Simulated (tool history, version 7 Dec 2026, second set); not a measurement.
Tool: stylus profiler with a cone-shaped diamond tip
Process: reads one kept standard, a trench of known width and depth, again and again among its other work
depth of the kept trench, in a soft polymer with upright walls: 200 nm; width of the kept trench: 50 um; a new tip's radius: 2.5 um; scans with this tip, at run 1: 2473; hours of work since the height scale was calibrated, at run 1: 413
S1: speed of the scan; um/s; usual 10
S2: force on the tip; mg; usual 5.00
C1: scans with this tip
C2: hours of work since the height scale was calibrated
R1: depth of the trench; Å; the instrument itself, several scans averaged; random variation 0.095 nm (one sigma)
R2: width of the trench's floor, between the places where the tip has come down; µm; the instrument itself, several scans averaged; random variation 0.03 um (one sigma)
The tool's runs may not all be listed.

{"run": 1, "day": 0.0, "S1": 10, "S2": 5.0, "C1": 2473, "C2": 413, "R1": 2020.5, "R2": 47.93}
{"run": 2, "day": 3.15, "S1": 10, "S2": 3.88, "C1": 2816, "C2": 471, "R1": 2020.1, "R2": 48.01}
{"run": 3, "day": 5.058, "S1": 10, "S2": 5.0, "C1": 3024, "C2": 505, "R1": 2022.6, "R2": 47.93}
{"run": 4, "day": 7.783, "S1": 10, "S2": 5.0, "C1": 3321, "C2": 555, "R1": 2021.5, "R2": 47.94}
{"run": 5, "day": 11.675, "S1": 10, "S2": 5.0, "C1": 3745, "C2": 626, "R1": 2023.6, "R2": 47.9}
{"run": 6, "day": 13.817, "S1": 10, "S2": 4.38, "C1": 3978, "C2": 665, "R1": 2019.7, "R2": 47.89}
{"run": 7, "day": 17.2, "S1": 10, "S2": 4.38, "C1": 4347, "C2": 727, "R1": 2019.9, "R2": 47.9}
{"run": 8, "day": 21.2, "S1": 10, "S2": 5.0, "C1": 4783, "C2": 799, "R1": 2022.4, "R2": 47.87}
{"run": 9, "day": 24.575, "S1": 10, "S2": 10.62, "C1": 5150, "C2": 861, "R1": 2034.3, "R2": 47.86}
{"run": 10, "day": 27.738, "S1": 5, "S2": 10.62, "C1": 5495, "C2": 919, "R1": 2036.5, "R2": 47.9}
{"run": 11, "day": 30.654, "S1": 10, "S2": 10.62, "C1": 5813, "C2": 972, "R1": 2037.0, "R2": 47.86}
{"run": 12, "day": 32.929, "S1": 10, "S2": 10.62, "C1": 6060, "C2": 1013, "R1": 2036.9, "R2": 47.84}
{"run": 13, "day": 35.717, "S1": 10, "S2": 5.0, "C1": 6364, "C2": 1064, "R1": 2022.4, "R2": 47.82}
{"run": 14, "day": 38.65, "S1": 10, "S2": 5.0, "C1": 6684, "C2": 1117, "R1": 2024.5, "R2": 47.82}
{"run": 15, "day": 41.017, "S1": 10, "S2": 5.0, "C1": 6942, "C2": 1160, "R1": 2024.6, "R2": 47.82}
{"run": 16, "day": 44.767, "S1": 4, "S2": 5.0, "C1": 7350, "C2": 1229, "R1": 2024.8, "R2": 47.74}
{"run": 17, "day": 48.379, "S1": 8, "S2": 7.08, "C1": 7744, "C2": 1295, "R1": 2030.4, "R2": 47.79}
{"run": 18, "day": 52.217, "S1": 10, "S2": 11.73, "C1": 8162, "C2": 1364, "R1": 2041.1, "R2": 47.8}
{"run": 19, "day": 54.454, "S1": 10, "S2": 11.73, "C1": 8406, "C2": 1405, "R1": 2042.1, "R2": 47.79}
{"run": 20, "day": 56.642, "S1": 6, "S2": 3.87, "C1": 8644, "C2": 1445, "R1": 2022.8, "R2": 47.79}
{"run": 21, "day": 60.662, "S1": 6, "S2": 3.87, "C1": 9083, "C2": 1518, "R1": 2023.7, "R2": 47.78}
{"run": 22, "day": 62.392, "S1": 6, "S2": 3.87, "C1": 9271, "C2": 1550, "R1": 2023.6, "R2": 47.74}
{"run": 23, "day": 64.592, "S1": 9, "S2": 3.39, "C1": 9511, "C2": 1590, "R1": 2020.9, "R2": 47.72}
{"run": 24, "day": 66.25, "S1": 9, "S2": 3.39, "C1": 9691, "C2": 1620, "R1": 2021.6, "R2": 47.7}
{"run": 25, "day": 69.854, "S1": 22, "S2": 14.01, "C1": 10084, "C2": 1686, "R1": 2047.5, "R2": 47.76}
{"run": 26, "day": 72.296, "S1": 22, "S2": 14.01, "C1": 10350, "C2": 1730, "R1": 2046.9, "R2": 47.73}
{"run": 27, "day": 74.004, "S1": 23, "S2": 5.0, "C1": 10536, "C2": 1761, "R1": 2026.0, "R2": 47.7}
{"run": 28, "day": 76.179, "S1": 10, "S2": 2.39, "C1": 10773, "C2": 1801, "R1": 2020.1, "R2": 47.69}
{"run": 29, "day": 79.829, "S1": 10, "S2": 3.37, "C1": 11171, "C2": 1867, "R1": 2023.1, "R2": 47.7}
{"run": 30, "day": 82.779, "S1": 5, "S2": 3.37, "C1": 11492, "C2": 1921, "R1": 2023.1, "R2": 47.71}
{"run": 31, "day": 85.833, "S1": 4, "S2": 5.7, "C1": 11825, "C2": 1977, "R1": 2029.8, "R2": 47.7}
{"day": 86.671, "done": "height scale calibrated on a step standard"}
{"run": 32, "day": 89.538, "S1": 11, "S2": 4.65, "C1": 12226, "C2": 52, "R1": 2018.4, "R2": 47.7}

Hidden state or all else? Some run-to-run changes of R1, split into what the settings, what came in and random variation would give without the hidden state, and what is left for the hidden state (with any gauge scatter that isn't in both results):
The hidden state here: radius of the tip, um; height scale over the true one, %; drift of the gauge itself on depth_nm, %; drift of the gauge itself on floor_um, %.
Run 16 -> 17: S1 4 -> 8, S2 5.00 -> 7.08. R1 +5.6 Å: hidden state +0.4, all else +5.2.
Run 19 -> 20: S1 10 -> 6, S2 11.73 -> 3.87. R1 -19.3 Å: hidden state +0.1, all else -19.4.
Run 24 -> 25: S1 9 -> 22, S2 3.39 -> 14.01. R1 +25.9 Å: hidden state +0.4, all else +25.5.
Run 26 -> 27: S1 22 -> 23, S2 14.01 -> 5.00. R1 -20.9 Å: hidden state +0.1, all else -21.0.
Run 31 -> 32: S1 4 -> 11, S2 5.70 -> 4.65, height scale calibrated on a step standard. R1 -11.4 Å: hidden state -8.8, all else -2.6.
